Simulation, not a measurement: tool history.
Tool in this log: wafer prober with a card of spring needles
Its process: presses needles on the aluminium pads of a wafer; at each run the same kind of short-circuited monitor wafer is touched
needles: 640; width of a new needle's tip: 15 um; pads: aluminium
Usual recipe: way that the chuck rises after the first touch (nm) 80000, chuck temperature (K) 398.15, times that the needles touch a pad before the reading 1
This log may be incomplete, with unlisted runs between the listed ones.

| run | hour | way that the chuck rises after the first touch (nm) | chuck temperature (K) | times that the needles touch a pad before the reading | resistance of one needle with its contact and lead (mohm) | way that a needle slides on the pad (nm) |
|---|---|---|---|---|---|---|
| 1 | 0.0 | 80000 | 398.15 | 1 | 286 | 20950 |
|  | 1.3 | tips cleaned on abrasive film |
|  | 6.0 | tips cleaned on abrasive film |
|  | 10.8 | tips cleaned on abrasive film |
| 2 | 15.1 | 80000 | 398.15 | 2 | 286 | 20770 |
|  | 16.3 | tips cleaned on abrasive film |
|  | 21.1 | tips cleaned on abrasive film |
|  | 25.9 | tips cleaned on abrasive film |
|  | 30.6 | tips cleaned on abrasive film |
|  | 35.4 | tips cleaned on abrasive film |
| 3 | 38.0 | 80000 | 398.15 | 1 | 288 | 20790 |
|  | 40.4 | tips cleaned on abrasive film |
|  | 45.2 | tips cleaned on abrasive film |
|  | 50.0 | tips cleaned on abrasive film |
| 4 | 53.2 | 80000 | 398.15 | 1 | 289 | 20870 |
|  | 55.6 | tips cleaned on abrasive film |
|  | 60.3 | tips cleaned on abrasive film |
|  | 65.1 | tips cleaned on abrasive film |
|  | 71.0 | tips cleaned on abrasive film |
| 5 | 72.0 | 80000 | 398.15 | 1 | 283 | 20770 |
|  | 76.8 | tips cleaned on abrasive film |
|  | 81.6 | tips cleaned on abrasive film |
| 6 | 84.6 | 80000 | 398.15 | 1 | 287 | 20520 |
|  | 87.0 | tips cleaned on abrasive film |
|  | 91.8 | tips cleaned on abrasive film |
|  | 96.5 | tips cleaned on abrasive film |
|  | 101.3 | tips cleaned on abrasive film |
|  | 106.0 | tips cleaned on abrasive film |
| 7 | 109.1 | 80000 | 398.15 | 1 | 290 | 20660 |
|  | 111.5 | tips cleaned on abrasive film |
|  | 116.3 | tips cleaned on abrasive film |
|  | 121.0 | tips cleaned on abrasive film |
|  | 126.9 | tips cleaned on abrasive film |
|  | 132.8 | tips cleaned on abrasive film |
| 8 | 133.6 | 80000 | 398.15 | 1 | 288 | 20860 |
|  | 138.3 | tips cleaned on abrasive film |
|  | 144.2 | tips cleaned on abrasive film |
|  | 149.0 | tips cleaned on abrasive film |
|  | 153.7 | tips cleaned on abrasive film |
|  | 158.5 | tips cleaned on abrasive film |
| 9 | 161.0 | 80000 | 299.15 | 1 | 262 | 20730 |
|  | 163.4 | tips cleaned on abrasive film |
|  | 169.3 | tips cleaned on abrasive film |
|  | 175.2 | tips cleaned on abrasive film |
| 10 | 175.2 | 69000 | 398.15 | 1 | 288 | 17910 |
|  | 181.1 | tips cleaned on abrasive film |
|  | 187.0 | tips cleaned on abrasive film |
| 11 | 187.1 | 69000 | 398.15 | 1 | 292 | 18070 |
|  | 191.8 | tips cleaned on abrasive film |
|  | 196.6 | tips cleaned on abrasive film |
|  | 201.3 | tips cleaned on abrasive film |
|  | 206.1 | tips cleaned on abrasive film |
|  | 210.9 | tips cleaned on abrasive film |
| 12 | 211.6 | 69000 | 398.15 | 1 | 285 | 18000 |
|  | 216.3 | tips cleaned on abrasive film |
|  | 221.1 | tips cleaned on abrasive film |
|  | 227.0 | tips cleaned on abrasive film |
|  | 231.8 | tips cleaned on abrasive film |
|  | 236.5 | tips cleaned on abrasive film |
| 13 | 239.6 | 69000 | 398.15 | 1 | 290 | 17510 |
|  | 242.0 | tips cleaned on abrasive film |
|  | 247.9 | tips cleaned on abrasive film |
|  | 252.7 | tips cleaned on abrasive film |
|  | 257.4 | tips cleaned on abrasive film |
|  | 263.3 | tips cleaned on abrasive film |
| 14 | 267.5 | 62000 | 335.15 | 2 | 274 | 16210 |
|  | 268.7 | tips cleaned on abrasive film |
|  | 273.5 | tips cleaned on abrasive film |
|  | 278.2 | tips cleaned on abrasive film |
|  | 283.3 | tips cleaned on abrasive film |
| 15 | 283.3 | 62000 | 335.15 | 2 | 270 | 15820 |
|  | 288.1 | tips cleaned on abrasive film |
|  | 292.8 | tips cleaned on abrasive film |
|  | 298.8 | tips cleaned on abrasive film |
|  | 304.7 | tips cleaned on abrasive film |
|  | 309.6 | tips cleaned on abrasive film |
| 16 | 309.6 | 62000 | 321.15 | 2 | 267 | 15820 |
|  | 314.3 | tips cleaned on abrasive film |
|  | 319.1 | tips cleaned on abrasive film |
|  | 325.0 | tips cleaned on abrasive film |
|  | 329.8 | tips cleaned on abrasive film |
| 17 | 331.2 | 96000 | 337.15 | 1 | 271 | 24570 |
|  | 334.8 | tips cleaned on abrasive film |
|  | 339.5 | tips cleaned on abrasive film |
|  | 344.3 | tips cleaned on abrasive film |
|  | 350.2 | tips cleaned on abrasive film |
| 18 | 350.4 | 80000 | 345.15 | 1 | 274 | 20520 |
|  | 355.1 | tips cleaned on abrasive film |
|  | 359.9 | tips cleaned on abrasive film |
|  | 364.8 | height of the first contact set anew |
|  | 366.1 | tips cleaned on abrasive film |
|  | 370.8 | tips cleaned on abrasive film |
| 19 | 372.8 | 80000 | 309.15 | 1 | 265 | 20690 |
|  | 376.4 | tips cleaned on abrasive film |
|  | 381.1 | tips cleaned on abrasive film |
|  | 385.9 | tips cleaned on abrasive film |
|  | 390.6 | tips cleaned on abrasive film |
|  | 396.5 | tips cleaned on abrasive film |
| 20 | 400.9 | 80000 | 306.15 | 1 | 261 | 20580 |
|  | 402.1 | tips cleaned on abrasive film |
|  | 406.9 | tips cleaned on abrasive film |
|  | 412.8 | tips cleaned on abrasive film |
|  | 418.7 | tips cleaned on abrasive film |
| 21 | 420.9 | 68000 | 366.15 | 1 | 279 | 17590 |
|  | 424.5 | tips cleaned on abrasive film |
|  | 429.2 | tips cleaned on abrasive film |
|  | 435.1 | tips cleaned on abrasive film |
|  | 439.8 | tips cleaned on abrasive film |
| 22 | 442.6 | 90000 | 398.15 | 1 | 284 | 23700 |
|  | 445.0 | tips cleaned on abrasive film |
|  | 449.7 | tips cleaned on abrasive film |
|  | 454.5 | tips cleaned on abrasive film |
|  | 459.3 | tips cleaned on abrasive film |
|  | 465.2 | tips cleaned on abrasive film |
| 23 | 466.0 | 61000 | 321.15 | 2 | 263 | 15550 |
|  | 470.7 | tips cleaned on abrasive film |
|  | 476.6 | tips cleaned on abrasive film |
|  | 481.4 | tips cleaned on abrasive film |
|  | 486.1 | tips cleaned on abrasive film |
|  | 492.0 | tips cleaned on abrasive film |
| 24 | 493.9 | 64000 | 304.15 | 1 | 259 | 16440 |
|  | 497.5 | tips cleaned on abrasive film |
|  | 502.3 | tips cleaned on abrasive film |
|  | 507.0 | tips cleaned on abrasive film |
|  | 511.8 | tips cleaned on abrasive film |
|  | 517.6 | tips cleaned on abrasive film |
| 25 | 517.6 | 78000 | 372.15 | 1 | 279 | 20530 |

What if the next run were any one of these 5? Each begins from the tool's condition after run 25:
|  | 522.4 | tips cleaned on abrasive film |
|  | 527.1 | tips cleaned on abrasive film |
| A | 530.1 | 78000 | 309.15 | 2 | ? | ? |
|  | 522.4 | tips cleaned on abrasive film |
|  | 527.1 | tips cleaned on abrasive film |
| B | 530.1 | 61000 | 333.15 | 2 | ? | ? |
|  | 522.4 | tips cleaned on abrasive film |
|  | 527.1 | tips cleaned on abrasive film |
| C | 530.1 | 88000 | 364.15 | 2 | ? | ? |
|  | 522.4 | tips cleaned on abrasive film |
|  | 527.1 | tips cleaned on abrasive film |
| D | 530.1 | 82000 | 309.15 | 2 | ? | ? |
|  | 522.4 | tips cleaned on abrasive film |
|  | 527.1 | tips cleaned on abrasive film |
| E | 530.1 | 67000 | 305.15 | 1 | ? | ? |

| run | resistance of one needle with its contact and lead (mohm) | way that a needle slides on the pad (nm) |
|---|---|---|
| A | 265 | 20250 |
| B | 268 | 15800 |
| C | 281 | 22770 |
| D | 265 | 21000 |
| E | 263 | 17180 |
With the hidden condition removed and each run's random variation left untouched, the same runs would have given:
| run | resistance of one needle with its contact and lead (mohm) | way that a needle slides on the pad (nm) |
|---|---|---|
| A | 264 | 20260 |
| B | 267 | 15810 |
| C | 281 | 22780 |
| D | 265 | 21020 |
| E | 262 | 17190 |
